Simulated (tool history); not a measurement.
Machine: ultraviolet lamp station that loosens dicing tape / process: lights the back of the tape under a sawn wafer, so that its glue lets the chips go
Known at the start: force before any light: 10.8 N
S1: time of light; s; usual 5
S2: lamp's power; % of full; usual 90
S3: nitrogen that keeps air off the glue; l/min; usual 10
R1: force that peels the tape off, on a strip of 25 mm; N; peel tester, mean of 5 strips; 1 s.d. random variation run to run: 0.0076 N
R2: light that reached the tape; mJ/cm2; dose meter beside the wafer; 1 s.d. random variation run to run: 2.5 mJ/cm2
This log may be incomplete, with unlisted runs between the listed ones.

run 1 day=0 | S1=5 S2=90 S3=10 | R1=0.279 R2=311
run 2 day=0.688 | S1=5 S2=90 S3=10 | R1=0.283 R2=313
run 3 day=1.246 | S1=5 S2=90 S3=10 | R1=0.283 R2=317
run 4 day=1.871 | S1=5 S2=90 S3=10 | R1=0.28 R2=320
run 5 day=2.225 | S1=5 S2=90 S3=10 | R1=0.285 R2=315
run 6 day=2.625 | S1=5 S2=90 S3=10 | R1=0.296 R2=311
run 7 day=3.05 | S1=5 S2=90 S3=10 | R1=0.297 R2=315
run 8 day=3.542 | S1=5 S2=90 S3=10 | R1=0.292 R2=309
run 9 day=3.929 | S1=5 S2=90 S3=10 | R1=0.29 R2=310
run 10 day=4.642 | S1=5 S2=90 S3=10 | R1=0.291 R2=311
run 11 day=5.383 | S1=5 S2=90 S3=5 | R1=0.477 R2=316
run 12 day=5.725 | S1=5 S2=90 S3=5 | R1=0.489 R2=314
run 13 day=6.462 | S1=5 S2=91 S3=11 | R1=0.268 R2=317
run 14 day=7.033 | S1=5 S2=91 S3=11 | R1=0.263 R2=319
run 15 day=7.575 | S1=5 S2=91 S3=11 | R1=0.266 R2=316
run 16 day=8.133 | S1=5 S2=91 S3=11 | R1=0.255 R2=320
run 17 day=8.462 | S1=3 S2=63 S3=7 | R1=2.061 R2=131
run 18 day=8.8 | S1=3 S2=63 S3=7 | R1=2.076 R2=131
run 19 day=9.217 | S1=5 S2=65 S3=13 | R1=0.433 R2=227
run 20 day=9.658 | S1=5 S2=65 S3=13 | R1=0.451 R2=227
run 21 day=10.271 | S1=3 S2=77 S3=18 | R1=0.739 R2=160

Below are 3 alternative next runs, each starting from the tool's condition after run 21. Predict each:
run A day=11.004 | S1=5 S2=63 S3=8 | R1=? R2=?
run B day=11.004 | S1=5 S2=93 S3=13 | R1=? R2=?
run C day=11.004 | S1=5 S2=90 S3=9 | R1=? R2=?

run=A R1=0.685 R2=220
run=B R1=0.252 R2=322
run=C R1=0.301 R2=312
Without the tool's hidden state the same runs would have given:
run=A R1=0.681 R2=220
run=B R1=0.252 R2=323
run=C R1=0.3 R2=312

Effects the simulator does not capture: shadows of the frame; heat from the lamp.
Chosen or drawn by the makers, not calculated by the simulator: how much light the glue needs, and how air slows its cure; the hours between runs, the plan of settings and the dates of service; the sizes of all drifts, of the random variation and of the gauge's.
